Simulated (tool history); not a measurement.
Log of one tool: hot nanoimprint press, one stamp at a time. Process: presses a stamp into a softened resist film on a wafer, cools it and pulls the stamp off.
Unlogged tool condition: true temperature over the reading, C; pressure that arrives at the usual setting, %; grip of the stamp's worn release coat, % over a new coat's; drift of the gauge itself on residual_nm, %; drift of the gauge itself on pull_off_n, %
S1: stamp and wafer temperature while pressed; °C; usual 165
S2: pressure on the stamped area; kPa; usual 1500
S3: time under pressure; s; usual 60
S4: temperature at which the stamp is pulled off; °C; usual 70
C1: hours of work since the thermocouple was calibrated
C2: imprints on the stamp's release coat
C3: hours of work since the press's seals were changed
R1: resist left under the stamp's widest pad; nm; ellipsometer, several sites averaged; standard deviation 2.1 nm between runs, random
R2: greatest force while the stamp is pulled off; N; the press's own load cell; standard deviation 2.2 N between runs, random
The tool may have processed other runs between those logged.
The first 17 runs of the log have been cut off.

run,hour,S1,S2,S3,S4,C1,C2,C3,R1,R2
18,293.9,172,1500,60,72,108,38,525,287.7,95
19,317.5,165,2290,60,75,126,105,544,310.0,90
20,331.1,174,1170,72,67,137,143,555,273.7,101
21,344.2,174,1170,72,67,148,181,566,275.8,108
22,354.7,158,950,60,70,156,210,574,518.3,100
23,369.3,158,950,60,70,168,252,586,513.7,99
24,389.7,165,1920,60,70,184,310,602,328.5,99
25,411.0,165,1930,60,77,201,370,619,324.9,86
26,433.6,165,1500,37,70,219,434,637,422.3,101
27,456.8,165,1300,42,62,238,500,655,425.0,108
28,479.1,165,1300,79,57,255,563,673,344.5,119
29,500.5,165,1290,79,57,272,624,690,339.9,119
30,518.5,154,1970,60,70,287,674,705,473.0,98

Consider 4 possible next runs. They are alternatives, not a sequence: every one starts from the tool as it was left by run 30. What does each give?
A,531.8,154,1250,60,70,297,712,715,?,?
B,531.8,154,1970,77,70,297,712,715,?,?
C,531.8,161,2010,36,70,297,712,715,?,?
D,531.8,165,2120,60,73,297,712,715,?,?

run,R1,R2
A,519.9,100
B,436.5,99
C,432.9,100
D,310.5,97
Stripped of hidden state, with their random variation kept, the same runs would have yielded:
run,R1,R2
A,540.1,100
B,453.1,99
C,449.4,100
D,322.2,96
